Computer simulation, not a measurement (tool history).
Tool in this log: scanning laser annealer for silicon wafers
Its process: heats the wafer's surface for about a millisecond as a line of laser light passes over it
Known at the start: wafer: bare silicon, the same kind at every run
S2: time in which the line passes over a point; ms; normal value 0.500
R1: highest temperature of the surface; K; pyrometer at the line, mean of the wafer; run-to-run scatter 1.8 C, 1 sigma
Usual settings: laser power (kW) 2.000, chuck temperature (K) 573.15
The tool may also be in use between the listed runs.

Run 1, hour 0.0: usual settings. Result: R1 1283.15 K.
Run 2, hour 10.8: usual settings. Result: R1 1277.15 K.
Run 3, hour 17.4: usual settings. Result: R1 1280.15 K.
Run 4, hour 28.4: usual settings. Result: R1 1277.15 K.
Run 5, hour 33.6: usual settings. Result: R1 1282.15 K.
Run 6, hour 42.9: usual settings. Result: R1 1277.15 K.
Run 7, hour 48.7: usual settings. Result: R1 1280.15 K.
Run 8, hour 54.3: usual settings. Result: R1 1275.15 K.
Run 9, hour 66.1: usual settings. Result: R1 1275.15 K.
Run 10, hour 72.4: usual settings. Result: R1 1279.15 K.
Run 11, hour 79.7: usual settings but laser power (kW) 1.808. Result: R1 1203.15 K.
Run 12, hour 88.1: usual settings but laser power (kW) 1.808. Result: R1 1206.15 K.
Run 13, hour 92.9: usual settings but laser power (kW) 1.808, S2 0.481 ms. Result: R1 1192.15 K.
Run 14, hour 97.8: usual settings but laser power (kW) 2.144. Result: R1 1330.15 K.
Run 15, hour 102.5: usual settings but laser power (kW) 2.144. Result: R1 1332.15 K.
Run 16, hour 109.8: usual settings but laser power (kW) 2.144. Result: R1 1330.15 K.
Run 17, hour 115.8: usual settings but chuck temperature (K) 567.15. Result: R1 1270.15 K.
Run 18, hour 126.3: usual settings but chuck temperature (K) 567.15. Result: R1 1272.15 K.
Run 19, hour 134.3: usual settings but laser power (kW) 1.944, chuck temperature (K) 574.15. Result: R1 1260.15 K.
Run 20, hour 140.5: usual settings but laser power (kW) 1.944, chuck temperature (K) 574.15. Result: R1 1258.15 K.
Run 21, hour 150.2: usual settings but laser power (kW) 1.944, chuck temperature (K) 591.15. Result: R1 1269.15 K.
Run 22, hour 156.9: usual settings but laser power (kW) 2.082, S2 0.533 ms, chuck temperature (K) 594.15. Result: R1 1354.15 K.
Run 23, hour 166.1: usual settings but laser power (kW) 2.082, S2 0.533 ms, chuck temperature (K) 594.15. Result: R1 1352.15 K.
Run 24, hour 176.4: usual settings but laser power (kW) 1.952, S2 0.357 ms, chuck temperature (K) 587.15. Result: R1 1157.15 K.
Run 25, hour 186.3: usual settings but laser power (kW) 1.952, S2 0.357 ms, chuck temperature (K) 587.15. Result: R1 1155.15 K.
Run 26, hour 192.6: usual settings but laser power (kW) 1.952, S2 0.357 ms, chuck temperature (K) 587.15. Result: R1 1160.15 K.
Run 27, hour 201.3: usual settings but laser power (kW) 1.735, S2 0.370 ms, chuck temperature (K) 550.15. Result: R1 1064.15 K.
Run 28, hour 209.8: usual settings but laser power (kW) 2.084, chuck temperature (K) 554.15. Result: R1 1285.15 K.
Run 29, hour 220.1: usual settings but laser power (kW) 2.078, S2 0.452 ms, chuck temperature (K) 574.15. Result: R1 1265.15 K.
Run 30, hour 225.0: usual settings but laser power (kW) 2.040, S2 0.359 ms, chuck temperature (K) 538.15. Result: R1 1136.15 K.
Run 31, hour 233.8: usual settings but laser power (kW) 1.984, S2 0.614 ms. Result: R1 1345.15 K.
Run 32, hour 245.0: usual settings but laser power (kW) 1.984, S2 0.614 ms. Result: R1 1345.15 K.
Run 33, hour 254.1: usual settings but laser power (kW) 1.984, S2 0.614 ms. Result: R1 1345.15 K.
Run 34, hour 259.4: usual settings but laser power (kW) 1.984, S2 0.614 ms, chuck temperature (K) 561.15. Result: R1 1333.15 K.

Subtracting, for every run, the result it would have given without the tool's unlogged condition from the measured result gives the following. The same run-to-run variation enters both numbers; the gauge's scatter may not:
Hidden conditions of the tool in this case: light that passes the window, % of a clean one's; laser's true power over the reading, %; width of the line over the set one, %; drift of the gauge itself on peak_c, C.
run      R1
  1  -23.00
  2  -24.00
  3  -23.00
  4  -24.00
  5  -24.00
  6  -24.00
  7  -25.00
  8  -25.00
  9  -25.00
 10  -25.00
 11  -23.00
 12  -23.00
 13  -23.00
 14  -28.00
 15  -28.00
 16  -29.00
 17  -27.00
 18  -27.00
 19  -26.00
 20  -27.00
 21  -27.00
 22  -30.00
 23  -30.00
 24  -23.00
 25  -24.00
 26  -24.00
 27  -22.00
 28  -31.00
 29  -29.00
 30  -26.00
 31  -34.00
 32  -34.00
 33  -34.00
 34  -35.00
